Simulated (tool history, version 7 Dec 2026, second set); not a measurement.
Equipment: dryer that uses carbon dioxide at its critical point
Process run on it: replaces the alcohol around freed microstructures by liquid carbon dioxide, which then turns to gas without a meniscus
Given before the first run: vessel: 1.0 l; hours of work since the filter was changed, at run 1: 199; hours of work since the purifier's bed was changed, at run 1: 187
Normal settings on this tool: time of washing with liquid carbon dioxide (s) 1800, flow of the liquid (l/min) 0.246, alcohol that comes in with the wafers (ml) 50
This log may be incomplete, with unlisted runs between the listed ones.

run,hour,time of washing with liquid carbon dioxide (s),flow of the liquid (l/min),alcohol that comes in with the wafers (ml),hours of work since the filter was changed,hours of work since the purifier's bed was changed,alcohol left in the vessel before it's heated (ppm by volume)
1,0,1800,0.246,50,199,187,139
2,7.9,1800,0.246,50,204,193,142
3,16.2,1800,0.246,50,210,199,145
4,27.6,1800,0.246,50,218,207,164
5,37.7,1800,0.246,50,226,214,148
6,46.7,1800,0.246,50,232,221,172
7,58.5,1740,0.246,50,241,229,192
8,64.4,1800,0.246,50,245,234,164
9,69.5,1800,0.246,50,249,237,172
10,74.7,1800,0.246,50,252,241,180
11,80.8,1800,0.251,50,257,246,165
# hour 91.7: inlet filter changed
12,91.7,1800,0.246,50,0,253,96
13,103.1,1800,0.246,50,8,261,94
14,109.5,1800,0.389,50,13,265,39
15,117,1560,0.389,50,18,271,48
16,124.3,1800,0.359,50,24,276,51
17,135.2,1800,0.246,50,31,284,111
18,140.6,1800,0.246,50,35,288,110
19,152.2,1800,0.246,50,44,296,103
20,161.6,1800,0.246,50,50,303,116
21,168,1800,0.246,50,55,308,125
22,173.9,1800,0.246,50,59,312,109
23,181.9,1800,0.246,50,65,318,115
24,187.3,1800,0.246,50,69,321,119
25,193.1,1800,0.246,50,73,326,118
26,202.3,1800,0.246,50,80,332,120
27,211.9,1980,0.216,30,87,339,109
28,217.9,1980,0.216,68,91,344,168
29,224.1,1800,0.248,67,95,348,153
30,234.3,2220,0.242,20,103,355,63
31,242.2,2220,0.264,83,108,361,65
32,252.2,2220,0.264,83,116,368,69
33,258,1800,0.246,21,120,372,99
34,267.9,1800,0.246,21,127,380,98
35,279.5,1800,0.214,47,135,388,232
36,285,2700,0.413,91,139,392,59
37,292.1,2700,0.413,91,144,397,66
38,297.8,2760,0.284,50,148,401,65
39,303.9,1800,0.246,33,153,406,123
40,314.3,1920,0.156,50,160,413,731
41,325,1920,0.156,50,168,421,735
42,331.6,1680,0.32,50,173,425,92
43,337.5,1680,0.32,50,177,430,94
44,348.6,2640,0.246,36,185,438,78
45,358.9,2640,0.246,23,192,445,72
46,369.4,2640,0.246,23,200,453,76
47,377.6,1380,0.246,50,206,459,506
48,384.2,1380,0.246,50,211,463,523

For some of the steps in alcohol left in the vessel before it's heated (ppm by volume) from one run to the next: how much would appear even if the tool had no hidden state, given the settings, what came in and random variation, and how much remains for the hidden state plus any gauge scatter that the measured result and the result without hidden state don't share?
What the log doesn't record here: flow that reaches the vessel past the clogged filter, %; alcohol in the recycled carbon dioxide, ppm; drift of the gauge itself on alcohol_ppm, %.
Run 39 -> 40: time of washing with liquid carbon dioxide (s) 1800 -> 1920, flow of the liquid (l/min) 0.246 -> 0.156, alcohol that comes in with the wafers (ml) 33 -> 50. alcohol left in the vessel before it's heated (ppm by volume) +608: hidden state +185, all else +423.
Run 41 -> 42: time of washing with liquid carbon dioxide (s) 1920 -> 1680, flow of the liquid (l/min) 0.156 -> 0.32. alcohol left in the vessel before it's heated (ppm by volume) -643: hidden state -207, all else -436.
Run 46 -> 47: time of washing with liquid carbon dioxide (s) 2640 -> 1380, alcohol that comes in with the wafers (ml) 23 -> 50. alcohol left in the vessel before it's heated (ppm by volume) +430: hidden state +180, all else +250.
